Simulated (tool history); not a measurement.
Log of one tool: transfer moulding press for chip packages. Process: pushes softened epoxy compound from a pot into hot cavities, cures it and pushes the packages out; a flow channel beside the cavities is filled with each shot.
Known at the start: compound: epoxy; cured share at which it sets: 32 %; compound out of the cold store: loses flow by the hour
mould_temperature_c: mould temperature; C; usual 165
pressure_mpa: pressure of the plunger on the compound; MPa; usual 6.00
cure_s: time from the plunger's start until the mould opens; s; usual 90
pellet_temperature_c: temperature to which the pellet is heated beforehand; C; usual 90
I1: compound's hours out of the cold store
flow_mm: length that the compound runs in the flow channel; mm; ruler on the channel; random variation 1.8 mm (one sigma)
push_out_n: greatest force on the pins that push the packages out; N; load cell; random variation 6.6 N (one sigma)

{"run": 1, "hour": 0.0, "mould_temperature_c": 165, "pressure_mpa": 6.0, "cure_s": 90, "pellet_temperature_c": 90, "I1": 18.5, "flow_mm": 495, "push_out_n": 352}
{"run": 2, "hour": 30.8, "mould_temperature_c": 165, "pressure_mpa": 6.0, "cure_s": 90, "pellet_temperature_c": 90, "I1": 21.2, "flow_mm": 485, "push_out_n": 417}
{"hour": 45.6, "done": "plunger's sealing rings changed"}
{"hour": 51.2, "done": "cavities cleaned with cleaning compound and waxed"}
{"run": 3, "hour": 56.5, "mould_temperature_c": 159, "pressure_mpa": 6.0, "cure_s": 90, "pellet_temperature_c": 90, "I1": 22.2, "flow_mm": 522, "push_out_n": 372}
{"run": 4, "hour": 80.5, "mould_temperature_c": 165, "pressure_mpa": 5.24, "cure_s": 90, "pellet_temperature_c": 90, "I1": 20.9, "flow_mm": 482, "push_out_n": 372}
{"run": 5, "hour": 109.6, "mould_temperature_c": 165, "pressure_mpa": 5.24, "cure_s": 90, "pellet_temperature_c": 90, "I1": 8.2, "flow_mm": 525, "push_out_n": 452}
{"hour": 125.6, "done": "cavities cleaned with cleaning compound and waxed"}
{"run": 6, "hour": 147.8, "mould_temperature_c": 165, "pressure_mpa": 6.0, "cure_s": 90, "pellet_temperature_c": 90, "I1": 24.3, "flow_mm": 499, "push_out_n": 357}
{"run": 7, "hour": 167.9, "mould_temperature_c": 165, "pressure_mpa": 6.0, "cure_s": 90, "pellet_temperature_c": 90, "I1": 29.3, "flow_mm": 479, "push_out_n": 389}
{"run": 8, "hour": 190.0, "mould_temperature_c": 165, "pressure_mpa": 6.0, "cure_s": 90, "pellet_temperature_c": 90, "I1": 37.0, "flow_mm": 450, "push_out_n": 424}
{"hour": 200.9, "done": "cavities cleaned with cleaning compound and waxed"}
{"run": 9, "hour": 216.5, "mould_temperature_c": 165, "pressure_mpa": 6.0, "cure_s": 90, "pellet_temperature_c": 90, "I1": 38.3, "flow_mm": 447, "push_out_n": 330}
{"run": 10, "hour": 256.4, "mould_temperature_c": 165, "pressure_mpa": 6.0, "cure_s": 90, "pellet_temperature_c": 90, "I1": 39.5, "flow_mm": 439, "push_out_n": 425}
{"hour": 275.1, "done": "cavities cleaned with cleaning compound and waxed"}
{"run": 11, "hour": 287.0, "mould_temperature_c": 169, "pressure_mpa": 6.0, "cure_s": 90, "pellet_temperature_c": 90, "I1": 28.5, "flow_mm": 468, "push_out_n": 304}
{"run": 12, "hour": 318.9, "mould_temperature_c": 169, "pressure_mpa": 6.0, "cure_s": 90, "pellet_temperature_c": 90, "I1": 24.8, "flow_mm": 474, "push_out_n": 381}
{"run": 13, "hour": 341.6, "mould_temperature_c": 169, "pressure_mpa": 6.0, "cure_s": 90, "pellet_temperature_c": 90, "I1": 24.5, "flow_mm": 476, "push_out_n": 421}
{"hour": 351.5, "done": "cavities cleaned with cleaning compound and waxed"}
{"run": 14, "hour": 367.3, "mould_temperature_c": 169, "pressure_mpa": 6.0, "cure_s": 90, "pellet_temperature_c": 90, "I1": 28.2, "flow_mm": 462, "push_out_n": 299}
{"run": 15, "hour": 395.2, "mould_temperature_c": 170, "pressure_mpa": 6.0, "cure_s": 77, "pellet_temperature_c": 90, "I1": 24.6, "flow_mm": 465, "push_out_n": 381}
{"hour": 415.7, "done": "plunger's sealing rings changed"}
{"hour": 429.5, "done": "cavities cleaned with cleaning compound and waxed"}
{"run": 16, "hour": 431.3, "mould_temperature_c": 170, "pressure_mpa": 6.0, "cure_s": 77, "pellet_temperature_c": 90, "I1": 8.7, "flow_mm": 556, "push_out_n": 267}
{"run": 17, "hour": 468.7, "mould_temperature_c": 170, "pressure_mpa": 6.0, "cure_s": 77, "pellet_temperature_c": 90, "I1": 43.0, "flow_mm": 440, "push_out_n": 383}
{"hour": 505.9, "done": "cavities cleaned with cleaning compound and waxed"}
{"run": 18, "hour": 509.0, "mould_temperature_c": 158, "pressure_mpa": 5.2, "cure_s": 79, "pellet_temperature_c": 96, "I1": 43.5, "flow_mm": 411, "push_out_n": 415}
{"run": 19, "hour": 553.0, "mould_temperature_c": 171, "pressure_mpa": 5.63, "cure_s": 125, "pellet_temperature_c": 90, "I1": 41.7, "flow_mm": 417, "push_out_n": 384}
{"hour": 580.7, "done": "cavities cleaned with cleaning compound and waxed"}
{"run": 20, "hour": 582.7, "mould_temperature_c": 170, "pressure_mpa": 5.77, "cure_s": 125, "pellet_temperature_c": 90, "I1": 27.8, "flow_mm": 466, "push_out_n": 258}
{"run": 21, "hour": 603.5, "mould_temperature_c": 171, "pressure_mpa": 4.52, "cure_s": 90, "pellet_temperature_c": 96, "I1": 39.2, "flow_mm": 378, "push_out_n": 324}
{"run": 22, "hour": 622.7, "mould_temperature_c": 171, "pressure_mpa": 4.52, "cure_s": 90, "pellet_temperature_c": 96, "I1": 30.9, "flow_mm": 397, "push_out_n": 374}
{"hour": 654.9, "done": "cavities cleaned with cleaning compound and waxed"}
{"run": 23, "hour": 654.9, "mould_temperature_c": 163, "pressure_mpa": 5.93, "cure_s": 98, "pellet_temperature_c": 88, "I1": 18.0, "flow_mm": 505, "push_out_n": 255}
{"run": 24, "hour": 678.1, "mould_temperature_c": 163, "pressure_mpa": 5.93, "cure_s": 98, "pellet_temperature_c": 88, "I1": 38.4, "flow_mm": 436, "push_out_n": 345}
{"run": 25, "hour": 717.4, "mould_temperature_c": 167, "pressure_mpa": 6.0, "cure_s": 90, "pellet_temperature_c": 92, "I1": 31.6, "flow_mm": 456, "push_out_n": 412}
{"hour": 730.8, "done": "cavities cleaned with cleaning compound and waxed"}
{"hour": 738.1, "done": "mould's thermocouples calibrated"}
{"run": 26, "hour": 756.1, "mould_temperature_c": 167, "pressure_mpa": 6.0, "cure_s": 90, "pellet_temperature_c": 92, "I1": 45.2, "flow_mm": 408, "push_out_n": 357}
{"hour": 785.2, "done": "plunger's sealing rings changed"}
{"run": 27, "hour": 785.2, "mould_temperature_c": 167, "pressure_mpa": 6.0, "cure_s": 90, "pellet_temperature_c": 92, "I1": 16.6, "flow_mm": 534, "push_out_n": 422}

Hidden state or all else? Some run-to-run changes of flow_mm, split into what the settings, what came in and random variation would give without the hidden state, and what is left for the hidden state (with any gauge scatter that isn't in both results):
The hidden state here: true mould temperature over the reading, C; pressure that reaches the compound, % of what is set; grip of the stained cavities, % over clean ones'; drift of the gauge itself on flow_mm, %; drift of the gauge itself on push_out_n, %.
Run 2 -> 3: mould_temperature_c 165 -> 159, plunger's sealing rings changed, cavities cleaned with cleaning compound and waxed. flow_mm +37 mm: hidden state +36, all else +1.
Run 15 -> 16: plunger's sealing rings changed, cavities cleaned with cleaning compound and waxed. flow_mm +91 mm: hidden state +32, all else +59.
Run 16 -> 17: no setting changed, nothing entered. flow_mm -116 mm: hidden state -2, all else -114.
Run 26 -> 27: plunger's sealing rings changed. flow_mm +126 mm: hidden state +30, all else +96.
